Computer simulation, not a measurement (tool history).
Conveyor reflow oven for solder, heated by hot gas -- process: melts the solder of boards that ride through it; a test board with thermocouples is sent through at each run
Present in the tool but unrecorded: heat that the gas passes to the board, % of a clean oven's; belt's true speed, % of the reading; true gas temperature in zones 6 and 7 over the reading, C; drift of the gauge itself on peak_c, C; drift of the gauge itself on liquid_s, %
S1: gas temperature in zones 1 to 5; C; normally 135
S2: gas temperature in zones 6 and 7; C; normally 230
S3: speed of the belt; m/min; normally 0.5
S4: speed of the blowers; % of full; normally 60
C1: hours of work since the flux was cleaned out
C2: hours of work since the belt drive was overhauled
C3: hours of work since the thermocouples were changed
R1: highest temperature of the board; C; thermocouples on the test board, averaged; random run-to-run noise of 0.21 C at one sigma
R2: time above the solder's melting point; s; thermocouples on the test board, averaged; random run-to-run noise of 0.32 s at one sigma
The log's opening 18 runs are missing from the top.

| run | hour | S1 | S2 | S3 | S4 | C1 | C2 | C3 | R1 | R2 |
|---|---|---|---|---|---|---|---|---|---|---|
| 19 | 524.3 | 123 | 230 | 0.447 | 64 | 57 | 407 | 1029 | 218.2 | 66.8 |
| 20 | 550.1 | 127 | 230 | 0.5 | 60 | 77 | 427 | 1049 | 214.2 | 56.8 |
| 21 | 584.1 | 135 | 242 | 0.592 | 57 | 104 | 454 | 1076 | 218.4 | 52.2 |
| 22 | 608.7 | 135 | 242 | 0.592 | 57 | 123 | 473 | 1095 | 218.6 | 52.1 |
| 23 | 639.8 | 127 | 230 | 0.5 | 69 | 148 | 498 | 1120 | 216.5 | 59.5 |
|  | 654.8 | flux residue cleaned out of gas plates and filters |
| 24 | 661.9 | 144 | 223 | 0.567 | 60 | 6 | 511 | 1133 | 208.4 | 49.8 |
| 25 | 693.9 | 143 | 222 | 0.567 | 74 | 31 | 536 | 1158 | 210.8 | 52.2 |
| 26 | 713.7 | 146 | 223 | 0.513 | 51 | 46 | 552 | 1174 | 209.8 | 56.8 |
| 27 | 731.4 | 146 | 223 | 0.513 | 51 | 60 | 566 | 1188 | 208.9 | 56.9 |
| 28 | 753.9 | 146 | 223 | 0.513 | 51 | 78 | 584 | 1206 | 209.2 | 57.2 |
|  | 761.4 | thermocouples of zones 6 and 7 changed |
| 29 | 781.6 | 146 | 223 | 0.513 | 51 | 98 | 604 | 16 | 206.5 | 54.1 |
| 30 | 817.4 | 148 | 230 | 0.418 | 50 | 126 | 632 | 44 | 218.3 | 82.9 |

Consider 3 possible next runs. They are alternatives, not a sequence: every one starts from the tool as it was left by run 30. What does each give?
| A | 847.8 | 146 | 230 | 0.46 | 67 | 150 | 656 | 68 | ? | ? |
| B | 847.8 | 127 | 230 | 0.5 | 60 | 150 | 656 | 68 | ? | ? |
| C | 847.8 | 135 | 230 | 0.562 | 70 | 150 | 656 | 68 | ? | ? |

| run | R1 | R2 |
|---|---|---|
| A | 218.9 | 75.2 |
| B | 212.3 | 55.1 |
| C | 212 | 51.8 |
The same runs, with their run-to-run variation unchanged, on a tool lacking any hidden condition would have given:
| run | R1 | R2 |
|---|---|---|
| A | 219.1 | 74.4 |
| B | 212.5 | 54.7 |
| C | 212.3 | 51.5 |

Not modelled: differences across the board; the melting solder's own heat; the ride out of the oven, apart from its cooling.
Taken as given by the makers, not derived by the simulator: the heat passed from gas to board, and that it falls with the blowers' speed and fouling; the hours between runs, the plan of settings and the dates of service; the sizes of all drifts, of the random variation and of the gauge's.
